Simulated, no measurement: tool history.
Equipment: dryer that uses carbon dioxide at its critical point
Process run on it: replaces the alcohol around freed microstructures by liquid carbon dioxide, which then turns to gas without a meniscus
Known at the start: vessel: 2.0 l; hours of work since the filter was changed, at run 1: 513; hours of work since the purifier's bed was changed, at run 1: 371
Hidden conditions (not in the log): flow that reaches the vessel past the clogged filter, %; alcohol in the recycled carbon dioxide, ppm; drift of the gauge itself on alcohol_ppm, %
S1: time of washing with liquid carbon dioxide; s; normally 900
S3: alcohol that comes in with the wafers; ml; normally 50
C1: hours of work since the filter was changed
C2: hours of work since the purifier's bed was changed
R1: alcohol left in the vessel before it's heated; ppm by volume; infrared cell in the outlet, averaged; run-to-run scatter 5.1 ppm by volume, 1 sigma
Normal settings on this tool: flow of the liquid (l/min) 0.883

{"run": 1, "hour": 0.0, "S1": 900, "flow of the liquid (l/min)": 0.883, "S3": 50, "C1": 513, "C2": 371, "R1": 211}
{"run": 2, "hour": 32.1, "S1": 1020, "flow of the liquid (l/min)": 0.883, "S3": 50, "C1": 523, "C2": 381, "R1": 155}
{"run": 3, "hour": 72.0, "S1": 1020, "flow of the liquid (l/min)": 0.883, "S3": 50, "C1": 535, "C2": 393, "R1": 152}
{"run": 4, "hour": 108.6, "S1": 1020, "flow of the liquid (l/min)": 0.883, "S3": 50, "C1": 546, "C2": 404, "R1": 157}
{"run": 5, "hour": 145.2, "S1": 1140, "flow of the liquid (l/min)": 0.883, "S3": 50, "C1": 557, "C2": 415, "R1": 124}
{"run": 6, "hour": 176.7, "S1": 1140, "flow of the liquid (l/min)": 0.583, "S3": 50, "C1": 567, "C2": 424, "R1": 483}
{"hour": 207.9, "done": "inlet filter changed"}
{"run": 7, "hour": 213.6, "S1": 900, "flow of the liquid (l/min)": 0.883, "S3": 72, "C1": 2, "C2": 435, "R1": 184}
{"run": 8, "hour": 257.4, "S1": 900, "flow of the liquid (l/min)": 0.883, "S3": 72, "C1": 15, "C2": 448, "R1": 181}
{"run": 9, "hour": 302.6, "S1": 900, "flow of the liquid (l/min)": 0.883, "S3": 72, "C1": 29, "C2": 462, "R1": 185}
{"run": 10, "hour": 329.5, "S1": 900, "flow of the liquid (l/min)": 0.883, "S3": 50, "C1": 37, "C2": 470, "R1": 158}
{"run": 11, "hour": 350.6, "S1": 900, "flow of the liquid (l/min)": 0.883, "S3": 50, "C1": 43, "C2": 476, "R1": 168}
{"run": 12, "hour": 371.4, "S1": 900, "flow of the liquid (l/min)": 0.883, "S3": 50, "C1": 49, "C2": 483, "R1": 160}
{"run": 13, "hour": 409.7, "S1": 900, "flow of the liquid (l/min)": 1.076, "S3": 50, "C1": 61, "C2": 494, "R1": 132}
{"run": 14, "hour": 450.1, "S1": 900, "flow of the liquid (l/min)": 1.076, "S3": 50, "C1": 73, "C2": 506, "R1": 127}
{"run": 15, "hour": 471.1, "S1": 900, "flow of the liquid (l/min)": 1.076, "S3": 50, "C1": 79, "C2": 513, "R1": 133}
{"run": 16, "hour": 491.6, "S1": 900, "flow of the liquid (l/min)": 1.076, "S3": 50, "C1": 86, "C2": 519, "R1": 124}
{"run": 17, "hour": 512.1, "S1": 900, "flow of the liquid (l/min)": 1.076, "S3": 50, "C1": 92, "C2": 525, "R1": 132}
{"run": 18, "hour": 545.6, "S1": 540, "flow of the liquid (l/min)": 0.883, "S3": 50, "C1": 102, "C2": 535, "R1": 806}
{"run": 19, "hour": 566.9, "S1": 540, "flow of the liquid (l/min)": 0.883, "S3": 50, "C1": 108, "C2": 542, "R1": 803}
{"run": 20, "hour": 585.5, "S1": 840, "flow of the liquid (l/min)": 0.883, "S3": 50, "C1": 114, "C2": 547, "R1": 227}
{"run": 21, "hour": 616.0, "S1": 960, "flow of the liquid (l/min)": 0.883, "S3": 50, "C1": 123, "C2": 557, "R1": 176}
{"run": 22, "hour": 645.9, "S1": 900, "flow of the liquid (l/min)": 0.883, "S3": 37, "C1": 132, "C2": 566, "R1": 170}
{"run": 23, "hour": 681.5, "S1": 900, "flow of the liquid (l/min)": 0.883, "S3": 37, "C1": 143, "C2": 576, "R1": 186}
{"run": 24, "hour": 708.1, "S1": 660, "flow of the liquid (l/min)": 0.883, "S3": 50, "C1": 151, "C2": 584, "R1": 444}
{"run": 25, "hour": 728.7, "S1": 660, "flow of the liquid (l/min)": 1.117, "S3": 38, "C1": 157, "C2": 591, "R1": 206}
{"run": 26, "hour": 771.2, "S1": 1080, "flow of the liquid (l/min)": 0.812, "S3": 61, "C1": 170, "C2": 603, "R1": 181}
{"run": 27, "hour": 808.7, "S1": 780, "flow of the liquid (l/min)": 1.478, "S3": 51, "C1": 181, "C2": 615, "R1": 155}
{"run": 28, "hour": 840.7, "S1": 1020, "flow of the liquid (l/min)": 0.86, "S3": 92, "C1": 191, "C2": 624, "R1": 220}
{"run": 29, "hour": 885.7, "S1": 1020, "flow of the liquid (l/min)": 0.86, "S3": 92, "C1": 204, "C2": 638, "R1": 220}
{"run": 30, "hour": 910.5, "S1": 660, "flow of the liquid (l/min)": 0.883, "S3": 96, "C1": 212, "C2": 645, "R1": 805}
{"run": 31, "hour": 950.1, "S1": 1260, "flow of the liquid (l/min)": 0.883, "S3": 32, "C1": 224, "C2": 657, "R1": 164}
{"run": 32, "hour": 993.7, "S1": 660, "flow of the liquid (l/min)": 0.883, "S3": 24, "C1": 237, "C2": 670, "R1": 337}
{"run": 33, "hour": 1031.2, "S1": 1140, "flow of the liquid (l/min)": 0.883, "S3": 50, "C1": 248, "C2": 682, "R1": 175}
{"run": 34, "hour": 1053.0, "S1": 900, "flow of the liquid (l/min)": 0.883, "S3": 42, "C1": 255, "C2": 688, "R1": 230}
{"run": 35, "hour": 1089.3, "S1": 780, "flow of the liquid (l/min)": 0.779, "S3": 50, "C1": 266, "C2": 699, "R1": 491}
{"run": 36, "hour": 1109.7, "S1": 780, "flow of the liquid (l/min)": 0.779, "S3": 50, "C1": 272, "C2": 705, "R1": 485}
{"run": 37, "hour": 1153.0, "S1": 780, "flow of the liquid (l/min)": 0.779, "S3": 50, "C1": 285, "C2": 718, "R1": 489}
{"run": 38, "hour": 1177.1, "S1": 600, "flow of the liquid (l/min)": 1.357, "S3": 28, "C1": 292, "C2": 726, "R1": 194}
{"run": 39, "hour": 1215.0, "S1": 600, "flow of the liquid (l/min)": 1.357, "S3": 28, "C1": 304, "C2": 737, "R1": 203}
{"run": 40, "hour": 1240.6, "S1": 600, "flow of the liquid (l/min)": 1.357, "S3": 28, "C1": 312, "C2": 745, "R1": 208}
{"run": 41, "hour": 1270.3, "S1": 600, "flow of the liquid (l/min)": 1.44, "S3": 64, "C1": 320, "C2": 754, "R1": 228}
{"run": 42, "hour": 1296.3, "S1": 1260, "flow of the liquid (l/min)": 0.567, "S3": 70, "C1": 328, "C2": 762, "R1": 441}
{"run": 43, "hour": 1340.9, "S1": 1260, "flow of the liquid (l/min)": 0.567, "S3": 70, "C1": 342, "C2": 775, "R1": 452}
{"run": 44, "hour": 1370.6, "S1": 1140, "flow of the liquid (l/min)": 0.567, "S3": 38, "C1": 351, "C2": 784, "R1": 429}
{"run": 45, "hour": 1412.6, "S1": 1140, "flow of the liquid (l/min)": 0.567, "S3": 38, "C1": 363, "C2": 797, "R1": 424}
{"run": 46, "hour": 1454.8, "S1": 960, "flow of the liquid (l/min)": 0.985, "S3": 50, "C1": 376, "C2": 810, "R1": 223}
{"run": 47, "hour": 1485.4, "S1": 1080, "flow of the liquid (l/min)": 0.883, "S3": 30, "C1": 385, "C2": 819, "R1": 205}

Predict each of these 3 candidate next runs independently; none follows another, all start after run 47:
{"run": "A", "hour": 1525.1, "S1": 1080, "flow of the liquid (l/min)": 1.152, "S3": 30, "C1": 397, "C2": 831, "R1": "?"}
{"run": "B", "hour": 1525.1, "S1": 1380, "flow of the liquid (l/min)": 0.883, "S3": 30, "C1": 397, "C2": 831, "R1": "?"}
{"run": "C", "hour": 1525.1, "S1": 1080, "flow of the liquid (l/min)": 0.673, "S3": 30, "C1": 397, "C2": 831, "R1": "?"}

run=A R1=197
run=B R1=195
run=C R1=297
What these runs would have given with no unlogged condition in the tool:
run=A R1=5
run=B R1=5
run=C R1=64
